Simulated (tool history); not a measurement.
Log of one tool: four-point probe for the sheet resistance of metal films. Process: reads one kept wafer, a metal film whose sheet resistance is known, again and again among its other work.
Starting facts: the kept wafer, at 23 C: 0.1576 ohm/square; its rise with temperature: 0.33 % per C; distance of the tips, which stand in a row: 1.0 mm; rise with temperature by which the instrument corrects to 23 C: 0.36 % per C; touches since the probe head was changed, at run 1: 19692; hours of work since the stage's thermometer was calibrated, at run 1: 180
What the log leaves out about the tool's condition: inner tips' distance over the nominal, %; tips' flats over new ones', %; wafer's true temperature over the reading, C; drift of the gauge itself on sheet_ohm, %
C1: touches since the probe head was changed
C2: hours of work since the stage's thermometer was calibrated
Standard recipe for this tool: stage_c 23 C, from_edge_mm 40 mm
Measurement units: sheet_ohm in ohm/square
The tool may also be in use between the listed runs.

run 1 day=0 | stage_c=23 from_edge_mm=40 | C1=19692 C2=180 | sheet_ohm=0.15722
run 2 day=2.608 | stage_c=23 from_edge_mm=40 | C1=20552 C2=216 | sheet_ohm=0.157122
run 3 day=5.054 | stage_c=23 from_edge_mm=42 | C1=21360 C2=249 | sheet_ohm=0.157129
run 4 day=7.121 | stage_c=23 from_edge_mm=40 | C1=22042 C2=277 | sheet_ohm=0.15717
run 5 day=9.092 | stage_c=23 from_edge_mm=40 | C1=22692 C2=304 | sheet_ohm=0.157091
run 6 day=10.433 | stage_c=23 from_edge_mm=40 | C1=23135 C2=322 | sheet_ohm=0.157126
run 7 day=12.808 | stage_c=23 from_edge_mm=40 | C1=23918 C2=355 | sheet_ohm=0.157138
run 8 day=14.721 | stage_c=23 from_edge_mm=40 | C1=24550 C2=381 | sheet_ohm=0.1571
run 9 day=17.483 | stage_c=23 from_edge_mm=40 | C1=25461 C2=418 | sheet_ohm=0.157092
run 10 day=20.171 | stage_c=23 from_edge_mm=40 | C1=26348 C2=455 | sheet_ohm=0.157064
run 11 day=22.029 | stage_c=23 from_edge_mm=5 | C1=26962 C2=480 | sheet_ohm=0.160333
run 12 day=23.758 | stage_c=23 from_edge_mm=40 | C1=27533 C2=504 | sheet_ohm=0.157087
run 13 day=26.021 | stage_c=23 from_edge_mm=40 | C1=28279 C2=534 | sheet_ohm=0.157037
run 14 day=28.725 | stage_c=23 from_edge_mm=26 | C1=29171 C2=571 | sheet_ohm=0.157158
run 15 day=30.521 | stage_c=23 from_edge_mm=40 | C1=29765 C2=596 | sheet_ohm=0.157056
run 16 day=31.829 | stage_c=23 from_edge_mm=40 | C1=30197 C2=614 | sheet_ohm=0.157073
run 17 day=34.25 | stage_c=23 from_edge_mm=40 | C1=30995 C2=646 | sheet_ohm=0.157054
run 18 day=36.688 | stage_c=23 from_edge_mm=40 | C1=31799 C2=680 | sheet_ohm=0.157081
run 19 day=37.812 | stage_c=23 from_edge_mm=40 | C1=32171 C2=695 | sheet_ohm=0.157077
run 20 day=39.917 | stage_c=23 from_edge_mm=40 | C1=32865 C2=724 | sheet_ohm=0.156988
run 21 day=41.388 | stage_c=23 from_edge_mm=40 | C1=33350 C2=744 | sheet_ohm=0.156997
-- day=41.625 stage's thermometer calibrated
run 22 day=42.954 | stage_c=23 from_edge_mm=40 | C1=33860 C2=18 | sheet_ohm=0.156981
-- day=45.525 stage's thermometer calibrated, once more
run 23 day=45.525 | stage_c=19 from_edge_mm=10 | C1=34702 C2=0 | sheet_ohm=0.15802
run 24 day=46.862 | stage_c=18 from_edge_mm=13 | C1=35143 C2=18 | sheet_ohm=0.157685
run 25 day=49.496 | stage_c=32 from_edge_mm=14 | C1=36012 C2=54 | sheet_ohm=0.157109
run 26 day=52 | stage_c=23 from_edge_mm=6 | C1=36838 C2=88 | sheet_ohm=0.159314
run 27 day=54.588 | stage_c=23 from_edge_mm=6 | C1=37693 C2=123 | sheet_ohm=0.159287
run 28 day=56.738 | stage_c=23 from_edge_mm=6 | C1=38402 C2=153 | sheet_ohm=0.159304

Run 29 comes next. What will it give?
run 29 day=59.129 | stage_c=23 from_edge_mm=10 | C1=39191 C2=185 | sheet_ohm=?

sheet_ohm: 0.157847 ohm/square
With no hidden state in the tool, this same run would have given sheet_ohm 0.158485 ohm/square.
